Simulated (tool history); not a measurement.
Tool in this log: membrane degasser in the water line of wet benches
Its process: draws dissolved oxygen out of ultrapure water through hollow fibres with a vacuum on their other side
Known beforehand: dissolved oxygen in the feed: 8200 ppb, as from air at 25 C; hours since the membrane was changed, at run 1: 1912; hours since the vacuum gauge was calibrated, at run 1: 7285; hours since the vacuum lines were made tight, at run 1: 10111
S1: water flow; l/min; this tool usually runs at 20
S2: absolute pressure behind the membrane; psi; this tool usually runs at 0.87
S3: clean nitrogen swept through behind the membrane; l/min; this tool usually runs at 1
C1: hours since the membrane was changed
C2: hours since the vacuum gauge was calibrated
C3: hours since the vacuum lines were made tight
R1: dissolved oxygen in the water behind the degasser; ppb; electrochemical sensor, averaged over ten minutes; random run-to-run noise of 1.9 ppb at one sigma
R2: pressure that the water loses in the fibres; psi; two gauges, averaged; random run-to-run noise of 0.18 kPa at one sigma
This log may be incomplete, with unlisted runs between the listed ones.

run	hour	S1	S2	S3	C1	C2	C3	R1	R2
1	0	20	0.87	1	1912	7285	10111	191.7	4.586
2	40.7	20	0.87	1	1952	7326	10152	191.7	4.602
3	83.6	14	0.87	1	1995	7369	10195	99.4	3.229
4	124.9	14	0.87	2.62	2037	7410	10236	48.1	3.179
5	164.9	14	0.87	1.8	2076	7450	10276	63.7	3.237
6	196.5	14	0.87	1.8	2108	7482	10308	64.6	3.21
7	227	20	0.87	0.96	2139	7512	10338	196.1	4.651
8	273.4	20	0.87	1.14	2185	7559	10384	179.8	4.669
9	301.1	20	0.87	1	2213	7586	10412	191	4.66
10	330.6	20	0.87	1	2242	7616	10442	192.8	4.67
11	352.2	20	0.87	1	2264	7637	10463	190.1	4.631
12	402	20	0.87	1	2314	7687	10513	194.6	4.602
13	434	20	0.87	1	2346	7719	10545	191.9	4.619
14	458.8	14	0.87	1	2370	7744	10570	103.5	3.262
15	480	20	1.504	1	2392	7765	10591	374.7	4.677
16	505	23	0.87	1	2417	7790	10616	260	5.395
17	545.6	23	0.87	1	2457	7831	10657	255.1	5.375
18	590.8	23	0.87	1	2502	7876	10702	255	5.41
19	615.9	22	1.172	0.53	2527	7901	10727	483.8	5.173
20	649.8	16	0.87	0.56	2561	7935	10761	189.5	3.752
21	675.2	20	1.971	2.67	2587	7960	10786	248.1	4.65
22	710.5	20	1.971	2.67	2622	7996	10822	249	4.682
23	740.1	13	1.948	0.53	2652	8025	10851	508.2	3.068
24	771.9	13	1.948	0.53	2683	8057	10883	524.7	3.033
25	802.5	13	1.948	0.53	2714	8088	10914	524.2	3.079
26	851.4	22	1.052	1.3	2763	8137	10962	252.9	5.12
27	891	20	0.747	2.52	2803	8176	11002	104.3	4.735
28	936.4	20	0.747	2.52	2848	8222	11048	106	4.696
29	958.7	28	0.87	2.79	2870	8244	11070	299.3	6.553
30	1004.4	25	0.87	1	2916	8290	11116	311.9	5.877
31	1043.9	20	0.87	1.5	2955	8329	11155	154.4	4.735

Alternative continuations, all from the tool just after run 31; predict every row:
A	1070.8	20	0.695	1.12	2982	8356	11182	?	?
B	1070.8	20	0.843	2.28	2982	8356	11182	?	?
C	1070.8	31	0.656	0.56	2982	8356	11182	?	?
D	1070.8	20	0.86	1	2982	8356	11182	?	?
E	1070.8	19	0.87	1	2982	8356	11182	?	?

run	R1	R2
A	131.1	4.728
B	124.7	4.727
C	448.2	7.304
D	186.6	4.728
E	169.4	4.451
Without the tool's hidden state the same runs would have given:
run	R1	R2
A	130.9	4.592
B	124.5	4.59
C	447.5	7.094
D	186.3	4.593
E	169.2	4.324
